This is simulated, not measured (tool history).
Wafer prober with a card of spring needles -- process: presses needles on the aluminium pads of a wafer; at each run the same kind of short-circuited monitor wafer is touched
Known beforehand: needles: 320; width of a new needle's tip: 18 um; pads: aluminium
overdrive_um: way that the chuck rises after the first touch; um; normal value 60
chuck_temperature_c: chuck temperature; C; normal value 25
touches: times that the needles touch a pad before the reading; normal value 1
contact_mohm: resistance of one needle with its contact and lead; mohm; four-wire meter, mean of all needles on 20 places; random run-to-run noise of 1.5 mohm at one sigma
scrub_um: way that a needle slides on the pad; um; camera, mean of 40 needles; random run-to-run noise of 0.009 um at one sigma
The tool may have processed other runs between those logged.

| run | day | overdrive_um | chuck_temperature_c | touches | contact_mohm | scrub_um |
|---|---|---|---|---|---|---|
| 1 | 0 | 60 | 25 | 1 | 132 | 16.133 |
|  | 0.475 | tips cleaned on abrasive film |
|  | 0.842 | height of the first contact set anew |
|  | 1.083 | tips cleaned on abrasive film |
|  | 1.675 | tips cleaned on abrasive film |
| 2 | 1.908 | 60 | 121 | 1 | 154 | 16.129 |
|  | 2.267 | tips cleaned on abrasive film |
|  | 2.862 | tips cleaned on abrasive film |
| 3 | 3.188 | 60 | 25 | 1 | 134 | 16.123 |
|  | 3.429 | tips cleaned on abrasive film |
|  | 4.025 | tips cleaned on abrasive film |
|  | 4.617 | tips cleaned on abrasive film |
|  | 5.092 | tips cleaned on abrasive film |
| 4 | 5.288 | 60 | 25 | 1 | 132 | 16.116 |
|  | 5.417 | height of the first contact set anew |
|  | 5.658 | tips cleaned on abrasive film |
|  | 6.25 | tips cleaned on abrasive film |
|  | 6.846 | tips cleaned on abrasive film |
|  | 7.442 | tips cleaned on abrasive film |
| 5 | 7.529 | 60 | 25 | 1 | 136 | 16.114 |
|  | 8.004 | tips cleaned on abrasive film |
|  | 8.6 | tips cleaned on abrasive film |
|  | 9.096 | tips cleaned on abrasive film |
| 6 | 9.096 | 60 | 25 | 1 | 133 | 16.117 |
|  | 9.683 | tips cleaned on abrasive film |
|  | 9.933 | height of the first contact set anew |
|  | 10.292 | tips cleaned on abrasive film |
|  | 10.888 | tips cleaned on abrasive film |
|  | 11.362 | tips cleaned on abrasive film |
|  | 11.879 | tips cleaned on abrasive film |
| 7 | 11.879 | 60 | 25 | 1 | 133 | 16.124 |
|  | 12.475 | tips cleaned on abrasive film |
|  | 12.95 | tips cleaned on abrasive film |
|  | 13.546 | tips cleaned on abrasive film |
|  | 14.138 | tips cleaned on abrasive film |
| 8 | 14.371 | 60 | 25 | 1 | 137 | 16.119 |
|  | 14.5 | height of the first contact set anew |
|  | 14.742 | tips cleaned on abrasive film |
|  | 15.338 | tips cleaned on abrasive film |
|  | 15.929 | tips cleaned on abrasive film |
|  | 16.525 | tips cleaned on abrasive film |
| 9 | 16.792 | 60 | 25 | 1 | 136 | 16.111 |
|  | 17.033 | tips cleaned on abrasive film |
|  | 17.629 | tips cleaned on abrasive film |
|  | 18.221 | tips cleaned on abrasive film |
|  | 18.817 | tips cleaned on abrasive film |
|  | 19.062 | height of the first contact set anew |
|  | 19.312 | tips cleaned on abrasive film |
| 10 | 19.312 | 60 | 25 | 1 | 132 | 16.121 |
|  | 19.904 | tips cleaned on abrasive film |
|  | 20.5 | tips cleaned on abrasive film |
|  | 21.092 | tips cleaned on abrasive film |
|  | 21.571 | tips cleaned on abrasive film |
|  | 22.083 | tips cleaned on abrasive film |
| 11 | 22.083 | 60 | 29 | 1 | 137 | 16.109 |
|  | 22.675 | tips cleaned on abrasive film |
|  | 23.271 | tips cleaned on abrasive film |
|  | 23.638 | height of the first contact set anew |
| 12 | 23.733 | 60 | 29 | 1 | 137 | 16.125 |
|  | 23.858 | tips cleaned on abrasive film |
|  | 24.333 | tips cleaned on abrasive film |
|  | 24.925 | tips cleaned on abrasive film |
| 13 | 25.058 | 60 | 29 | 1 | 134 | 16.114 |
|  | 25.417 | tips cleaned on abrasive film |
|  | 26.012 | tips cleaned on abrasive film |
|  | 26.604 | tips cleaned on abrasive film |
| 14 | 26.771 | 60 | 82 | 1 | 145 | 16.122 |
|  | 27.129 | tips cleaned on abrasive film |
|  | 27.725 | tips cleaned on abrasive film |
|  | 28.208 | height of the first contact set anew |
|  | 28.288 | tips cleaned on abrasive film |
| 15 | 28.288 | 53 | 82 | 2 | 151 | 14.235 |
|  | 28.879 | tips cleaned on abrasive film |
|  | 29.475 | tips cleaned on abrasive film |
|  | 30.071 | tips cleaned on abrasive film |
|  | 30.55 | tips cleaned on abrasive film |
| 16 | 30.55 | 53 | 82 | 2 | 151 | 14.242 |
|  | 31.146 | tips cleaned on abrasive film |
|  | 31.738 | tips cleaned on abrasive film |
|  | 32.333 | tips cleaned on abrasive film |
|  | 32.817 | height of the first contact set anew |
|  | 32.871 | tips cleaned on abrasive film |
| 17 | 32.871 | 53 | 82 | 2 | 150 | 14.237 |
|  | 33.467 | tips cleaned on abrasive film |
|  | 34.058 | tips cleaned on abrasive film |
|  | 34.654 | tips cleaned on abrasive film |
| 18 | 34.762 | 64 | 60 | 1 | 141 | 17.214 |
|  | 35.238 | tips cleaned on abrasive film |
|  | 35.833 | tips cleaned on abrasive film |
|  | 36.425 | tips cleaned on abrasive film |
|  | 37.021 | tips cleaned on abrasive film |
|  | 37.388 | height of the first contact set anew |
|  | 37.508 | tips cleaned on abrasive film |
| 19 | 37.529 | 64 | 60 | 1 | 138 | 17.203 |
|  | 38.004 | tips cleaned on abrasive film |
|  | 38.479 | tips cleaned on abrasive film |
|  | 39.075 | tips cleaned on abrasive film |
| 20 | 39.196 | 64 | 60 | 1 | 139 | 17.196 |
|  | 39.554 | tips cleaned on abrasive film |
|  | 40.146 | tips cleaned on abrasive film |
|  | 40.738 | tips cleaned on abrasive film |
|  | 41.217 | tips cleaned on abrasive film |
| 21 | 41.454 | 43 | 86 | 1 | 155 | 11.557 |
|  | 41.692 | tips cleaned on abrasive film |
|  | 41.942 | height of the first contact set anew |
|  | 42.179 | tips cleaned on abrasive film |
|  | 42.775 | tips cleaned on abrasive film |
|  | 43.371 | tips cleaned on abrasive film |
|  | 43.925 | tips cleaned on abrasive film |
| 22 | 43.925 | 43 | 86 | 1 | 154 | 11.548 |

Run 23, settings as shown, results not yet in. Your forecast:
|  | 44.521 | tips cleaned on abrasive film |
|  | 45.112 | tips cleaned on abrasive film |
| 23 | 45.408 | 60 | 52 | 2 | ? | ? |

contact_mohm: 141 mohm
scrub_um: 16.12 um
The same run, on a tool lacking any hidden state, would have yielded contact_mohm 141 mohm, scrub_um 16.12 um.
